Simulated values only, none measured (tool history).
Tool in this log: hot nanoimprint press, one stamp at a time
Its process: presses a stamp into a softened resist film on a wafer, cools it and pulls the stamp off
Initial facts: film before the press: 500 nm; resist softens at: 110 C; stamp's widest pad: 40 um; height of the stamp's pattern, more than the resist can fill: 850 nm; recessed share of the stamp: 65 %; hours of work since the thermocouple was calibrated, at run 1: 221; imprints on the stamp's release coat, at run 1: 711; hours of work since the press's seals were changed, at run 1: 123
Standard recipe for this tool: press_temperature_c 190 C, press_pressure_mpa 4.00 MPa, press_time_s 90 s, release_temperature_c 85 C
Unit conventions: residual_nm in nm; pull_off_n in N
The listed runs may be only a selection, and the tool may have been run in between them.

run   hour  press_temperature_c  press_pressure_mpa  press_time_s  release_temperature_c  hours of work since the thermocouple was calibrated  imprints on the stamp's release coat  hours of work since the press's seals were changed  residual_nm  pull_off_n
  1    0.0                  190                4.00            90                     85                                                  221                                   711                                                 123        181.9         114
  2   10.8                  190                4.00            90                     85                                                  226                                   733                                                 129        181.9         113
  3   17.4                  190                4.00            90                     85                                                  230                                   747                                                 132        182.1         114
  4   24.8                  190                4.00            90                     85                                                  233                                   762                                                 135        181.6         114
  5   30.5                  190                3.37            90                     85                                                  236                                   774                                                 138        200.1         113
  6   38.0                  190                4.00            90                     87                                                  240                                   790                                                 142        183.0         107
  7   44.0                  190                4.00            90                     85                                                  243                                   802                                                 145        183.4         115
  8   53.3                  190                4.00            90                     85                                                  247                                   821                                                 149        182.6         111
  9   61.4                  190                4.00            90                     85                                                  251                                   838                                                 153        183.7         111
 10   69.3                  190                4.00            90                     85                                                  255                                   854                                                 157        183.1         111
 11   77.4                  190                4.00            90                     85                                                  259                                   871                                                 161        182.5         110
 12   85.7                  190                4.00           138                     85                                                  263                                   888                                                 165        156.0         113
 13   91.6                  190                4.00           138                     85                                                  266                                   900                                                 168        156.6         113
 14  102.5                  190                4.00            63                     85                                                  271                                   923                                                 173        209.5         115
 15  111.9                  190                4.00            63                     85                                                  276                                   942                                                 178        210.4         111
 16  121.2                  190                2.54           100                     72                                                  280                                   961                                                 182        225.7         123
 17  125.7                  190                2.54           100                     72                                                  282                                   971                                                 184        226.2         122
 18  133.0                  198                6.19           127                     88                                                  286                                   986                                                 188         98.3         114
 19  140.9                  195                3.74            67                     82                                                  290                                  1002                                                 192        183.7         108
 20  148.4                  195                3.74            67                     82                                                  293                                  1017                                                 195        184.3         114
     156.7  -- gauge calibrated
 21  157.4                  195                3.74            67                     82                                                  298                                  1036                                                 200        181.2         115
 22  163.0                  195                3.74           179                     89                                                  300                                  1048                                                 202        124.5         107
 23  171.1                  195                3.74           179                     89                                                  304                                  1064                                                 206        124.7         110
 24  177.5                  195                4.47           179                     92                                                  307                                  1078                                                 209        112.4         107
 25  185.5                  201                6.30           179                     83                                                  311                                  1094                                                 213         76.9         116
 26  192.6                  190                6.01            51                     73                                                  315                                  1109                                                 217        180.9         118
 27  198.0                  190                6.01            78                     74                                                  317                                  1120                                                 219        152.9         120
 28  204.5                  190                5.07            65                     85                                                  321                                  1133                                                 223        180.9         108
 29  210.8                  190                4.00            93                     90                                                  324                                  1146                                                 226        181.3         108
 30  217.1                  200                3.48           139                     91                                                  327                                  1159                                                 229        124.9         110

4 ways to go on from here, each from the tool as it stands after run 30. What would each give?
  A  223.9                  183                3.48            94                     83                                                  330                                  1173                                                 232            ?           ?
  B  223.9                  190                5.80            90                     85                                                  330                                  1173                                                 232            ?           ?
  C  223.9                  193                3.71           152                     91                                                  330                                  1173                                                 232            ?           ?
  D  223.9                  187                4.00            47                     88                                                  330                                  1173                                                 232            ?           ?

run  residual_nm  pull_off_n
  A        242.2         114
  B        148.2         114
  C        142.9         107
  D        251.9         115
With no hidden state in the tool, these same runs would have given:
run  residual_nm  pull_off_n
  A        239.9         113
  B        146.8         113
  C        141.5         106
  D        249.6         114

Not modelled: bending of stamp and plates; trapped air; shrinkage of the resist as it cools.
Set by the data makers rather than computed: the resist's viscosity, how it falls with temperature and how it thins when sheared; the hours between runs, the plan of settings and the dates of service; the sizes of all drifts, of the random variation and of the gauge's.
